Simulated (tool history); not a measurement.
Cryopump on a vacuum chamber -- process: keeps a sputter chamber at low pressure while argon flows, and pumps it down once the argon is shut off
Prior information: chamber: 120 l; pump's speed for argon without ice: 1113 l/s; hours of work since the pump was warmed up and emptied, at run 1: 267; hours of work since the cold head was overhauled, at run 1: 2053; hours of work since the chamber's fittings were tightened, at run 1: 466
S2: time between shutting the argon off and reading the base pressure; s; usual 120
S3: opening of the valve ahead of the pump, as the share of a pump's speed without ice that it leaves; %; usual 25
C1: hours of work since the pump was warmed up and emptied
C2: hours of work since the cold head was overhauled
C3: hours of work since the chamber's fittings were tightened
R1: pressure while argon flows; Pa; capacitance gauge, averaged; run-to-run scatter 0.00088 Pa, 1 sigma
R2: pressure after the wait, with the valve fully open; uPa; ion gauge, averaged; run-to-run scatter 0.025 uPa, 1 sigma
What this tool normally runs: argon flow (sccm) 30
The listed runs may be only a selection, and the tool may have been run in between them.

Run 1, hour 0.0: usual settings; C1 267; C2 2053; C3 466. Result: R1 0.1902 Pa, R2 1.39 uPa.
Run 2, hour 96.4: usual settings but S3 31 %; C1 327; C2 2113; C3 526. Result: R1 0.1560 Pa, R2 1.49 uPa.
Run 3, hour 149.2: usual settings but S3 31 %; C1 360; C2 2146; C3 559. Result: R1 0.1582 Pa, R2 1.51 uPa.
Run 4, hour 209.5: usual settings but S3 31 %; C1 398; C2 2184; C3 597. Result: R1 0.1596 Pa, R2 1.62 uPa.
At hour 238.4: pump warmed up, emptied and cooled again.
Run 5, hour 289.7: usual settings but argon flow (sccm) 37, S3 31 %; C1 32; C2 2231; C3 644. Result: R1 0.1827 Pa, R2 1.41 uPa.
Run 6, hour 376.0: usual settings but argon flow (sccm) 37, S3 31 %; C1 86; C2 2285; C3 698. Result: R1 0.1848 Pa, R2 1.50 uPa.
Run 7, hour 461.1: usual settings but argon flow (sccm) 37, S3 31 %; C1 139; C2 2338; C3 751. Result: R1 0.1876 Pa, R2 1.57 uPa.
Run 8, hour 532.9: usual settings; C1 184; C2 2383; C3 796. Result: R1 0.1873 Pa, R2 1.55 uPa.
Run 9, hour 582.1: usual settings; C1 215; C2 2413; C3 827. Result: R1 0.1896 Pa, R2 1.59 uPa.
Run 10, hour 634.0: usual settings but S2 111 s; C1 247; C2 2446; C3 859. Result: R1 0.1902 Pa, R2 1.78 uPa.
Run 11, hour 726.6: usual settings; C1 305; C2 2504; C3 917. Result: R1 0.1923 Pa, R2 1.75 uPa.
Run 12, hour 791.6: usual settings; C1 346; C2 2544; C3 958. Result: R1 0.1948 Pa, R2 1.81 uPa.
Run 13, hour 886.1: usual settings; C1 405; C2 2603; C3 1017. Result: R1 0.1957 Pa, R2 1.89 uPa.
At hour 905.2: pump warmed up, emptied and cooled again.
Run 14, hour 951.8: usual settings; C1 29; C2 2641; C3 1055. Result: R1 0.1846 Pa, R2 1.75 uPa.
Run 15, hour 1021.7: usual settings; C1 73; C2 2685; C3 1098. Result: R1 0.1840 Pa, R2 1.75 uPa.
Run 16, hour 1067.3: usual settings; C1 101; C2 2714; C3 1127. Result: R1 0.1855 Pa, R2 1.79 uPa.
Run 17, hour 1108.7: usual settings but S2 136 s; C1 127; C2 2739; C3 1153. Result: R1 0.1864 Pa, R2 1.77 uPa.
Run 18, hour 1205.8: usual settings but argon flow (sccm) 21, S2 173 s, S3 33 %; C1 188; C2 2800; C3 1213. Result: R1 0.1016 Pa, R2 1.67 uPa.
Run 19, hour 1280.8: usual settings but argon flow (sccm) 29, S2 146 s, S3 58 %; C1 235; C2 2847; C3 1260. Result: R1 0.0832 Pa, R2 1.84 uPa.
Run 20, hour 1324.6: usual settings but argon flow (sccm) 53, S2 173 s, S3 42 %; C1 262; C2 2874; C3 1288. Result: R1 0.2064 Pa, R2 1.82 uPa.
At hour 1371.3: leaking fittings of the chamber tightened, without venting.
Run 21, hour 1417.4: usual settings but argon flow (sccm) 53, S2 173 s, S3 42 %; C1 319; C2 2931; C3 29. Result: R1 0.2104 Pa, R2 0.90 uPa.
Run 22, hour 1505.4: usual settings but argon flow (sccm) 53, S2 173 s, S3 42 %; C1 374; C2 2986; C3 84. Result: R1 0.2151 Pa, R2 0.94 uPa.
At hour 1573.5: pump warmed up, emptied and cooled again.
Run 23, hour 1592.2: usual settings but argon flow (sccm) 53, S2 173 s, S3 42 %; C1 12; C2 3037; C3 135. Result: R1 0.1950 Pa, R2 0.92 uPa.
Run 24, hour 1686.4: usual settings but argon flow (sccm) 18, S3 20 %; C1 71; C2 3096; C3 194. Result: R1 0.1384 Pa, R2 1.15 uPa.
Run 25, hour 1760.1: usual settings but argon flow (sccm) 17, S2 152 s, S3 33 %; C1 117; C2 3142; C3 240. Result: R1 0.0806 Pa, R2 1.02 uPa.
Run 26, hour 1833.4: usual settings but argon flow (sccm) 55, S2 74 s, S3 38 %; C1 162; C2 3188; C3 286. Result: R1 0.2309 Pa, R2 1.72 uPa.
Run 27, hour 1911.4: usual settings but argon flow (sccm) 24, S2 96 s, S3 28 %; C1 211; C2 3237; C3 334. Result: R1 0.1354 Pa, R2 1.42 uPa.
Run 28, hour 1965.5: usual settings but argon flow (sccm) 24, S2 96 s, S3 28 %; C1 245; C2 3270; C3 368. Result: R1 0.1375 Pa, R2 1.46 uPa.
Run 29, hour 2041.5: usual settings but S2 55 s, S3 58 %; C1 292; C2 3318; C3 416. Result: R1 0.0900 Pa, R2 2.23 uPa.
Run 30, hour 2095.8: usual settings but S2 55 s, S3 58 %; C1 326; C2 3352; C3 450. Result: R1 0.0894 Pa, R2 2.27 uPa.

Describe how what the log doesn't record of the tool's condition differs between the last listed run preceding each entry between runs and the first listed run following it.
In the gap between runs 4 and 5: pump warmed up, emptied and cooled again (hour 238.4)
  pump's speed, % of a pump's without ice: 80 -> 98.2; cold plate's temperature, K: 13.02 -> 13.04; leak into the chamber, uPa l/s: 763 -> 793
  measured less the result without the state, R1: +0.0126 -> +0.0022 Pa; R2: +0.62 -> +0.47 uPa
In the gap between runs 13 and 14: pump warmed up, emptied and cooled again (hour 905.2)
  pump's speed, % of a pump's without ice: 78.1 -> 98.3; cold plate's temperature, K: 13.2 -> 13.22; leak into the chamber, uPa l/s: 1053 -> 1081
  measured less the result without the state, R1: +0.0142 -> +0.0019 Pa; R2: +0.98 -> +0.76 uPa
In the gap between runs 20 and 21: leaking fittings of the chamber tightened, without venting (hour 1371.3)
  pump's speed, % of a pump's without ice: 86.1 -> 83.2; cold plate's temperature, K: 13.32 -> 13.34; leak into the chamber, uPa l/s: 1246 -> 349
  measured less the result without the state, R1: +0.0154 -> +0.0190 Pa; R2: +1.06 -> +0.12 uPa
In the gap between runs 22 and 23: pump warmed up, emptied and cooled again (hour 1573.5)
  pump's speed, % of a pump's without ice: 80.3 -> 98.7; cold plate's temperature, K: 13.36 -> 13.38; leak into the chamber, uPa l/s: 388 -> 425
  measured less the result without the state, R1: +0.0226 -> +0.0034 Pa; R2: +0.18 -> +0.13 uPa

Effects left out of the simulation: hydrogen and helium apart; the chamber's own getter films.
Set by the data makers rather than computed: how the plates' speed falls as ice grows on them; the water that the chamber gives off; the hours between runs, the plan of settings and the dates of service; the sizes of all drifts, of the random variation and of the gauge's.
